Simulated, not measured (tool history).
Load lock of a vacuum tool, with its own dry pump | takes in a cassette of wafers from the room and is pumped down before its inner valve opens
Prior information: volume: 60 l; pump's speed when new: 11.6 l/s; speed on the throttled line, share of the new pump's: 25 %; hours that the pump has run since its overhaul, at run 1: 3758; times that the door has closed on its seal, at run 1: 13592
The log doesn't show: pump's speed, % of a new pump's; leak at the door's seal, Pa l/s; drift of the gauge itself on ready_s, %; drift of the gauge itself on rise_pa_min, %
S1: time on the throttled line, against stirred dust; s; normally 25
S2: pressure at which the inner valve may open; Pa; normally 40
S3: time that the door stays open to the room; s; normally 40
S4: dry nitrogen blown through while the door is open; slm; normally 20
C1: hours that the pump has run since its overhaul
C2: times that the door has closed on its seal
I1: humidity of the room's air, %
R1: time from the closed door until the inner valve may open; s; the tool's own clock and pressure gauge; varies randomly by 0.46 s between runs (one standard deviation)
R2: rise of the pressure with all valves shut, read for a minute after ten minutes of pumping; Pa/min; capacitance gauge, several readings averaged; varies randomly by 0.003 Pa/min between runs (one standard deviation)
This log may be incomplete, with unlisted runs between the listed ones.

| run | hour | S1 | S2 | S3 | S4 | C1 | C2 | I1 | R1 | R2 |
|---|---|---|---|---|---|---|---|---|---|---|
| 1 | 0 | 25 | 40 | 40 | 20 | 3758 | 13592 | 42.3 | 60.2 | 0.078 |
| 2 | 143.2 | 25 | 40 | 40 | 7 | 3901 | 14222 | 45.6 | 60.1 | 0.097 |
| 3 | 276.1 | 25 | 40 | 40 | 7 | 4034 | 14807 | 43.1 | 60 | 0.09 |
| 4 | 404.2 | 25 | 40 | 40 | 7 | 4162 | 15372 | 43.8 | 59.6 | 0.101 |
| 5 | 541.5 | 25 | 40 | 40 | 7 | 4300 | 15976 | 46.1 | 60 | 0.109 |
| 6 | 668.3 | 25 | 40 | 40 | 7 | 4427 | 16535 | 48.3 | 60.1 | 0.112 |
| 7 | 776.9 | 25 | 40 | 40 | 7 | 4535 | 17013 | 43.3 | 60 | 0.108 |
| 8 | 980.2 | 25 | 40 | 40 | 7 | 4738 | 17908 | 43.8 | 59.5 | 0.118 |
| 9 | 1135.6 | 46 | 40 | 40 | 20 | 4894 | 18592 | 46.6 | 75.4 | 0.109 |
| 10 | 1291.8 | 46 | 40 | 40 | 20 | 5050 | 19280 | 43.1 | 75.7 | 0.107 |
| 11 | 1540.4 | 46 | 40 | 40 | 20 | 5299 | 20375 | 44.7 | 75.6 | 0.121 |
| 12 | 1785.9 | 46 | 40 | 83 | 20 | 5544 | 21456 | 45 | 75.4 | 0.132 |
| 13 | 1962 | 25 | 40 | 40 | 6 | 5720 | 22232 | 43.5 | 60.2 | 0.152 |
| 14 | 2115.2 | 25 | 40 | 40 | 6 | 5873 | 22906 | 45.5 | 59.5 | 0.151 |
| 15 | 2288.1 | 25 | 50 | 27 | 11 | 6046 | 23667 | 44.6 | 59.4 | 0.153 |
| 16 | 2536.3 | 24 | 56 | 113 | 5 | 6295 | 24760 | 43.4 | 58.5 | 0.183 |
| 17 | 2772.8 | 24 | 56 | 113 | 5 | 6531 | 25802 | 45.9 | 58 | 0.19 |

Some steps in R1, run to run, broken into two amounts with sign: the step expected even without the hidden condition (settings, incoming material, random variation), and the rest, left for the hidden condition together with whatever gauge scatter is not in both the measured and the hidden-condition-free result:
Run 2 -> 3: settings left as they were, no log entry in between. R1 -0.1 s: hidden state +0.1, all else -0.2.
Run 8 -> 9: S1 25 -> 46, S4 7 -> 20. R1 +15.9 s: hidden state -0.1, all else +16.
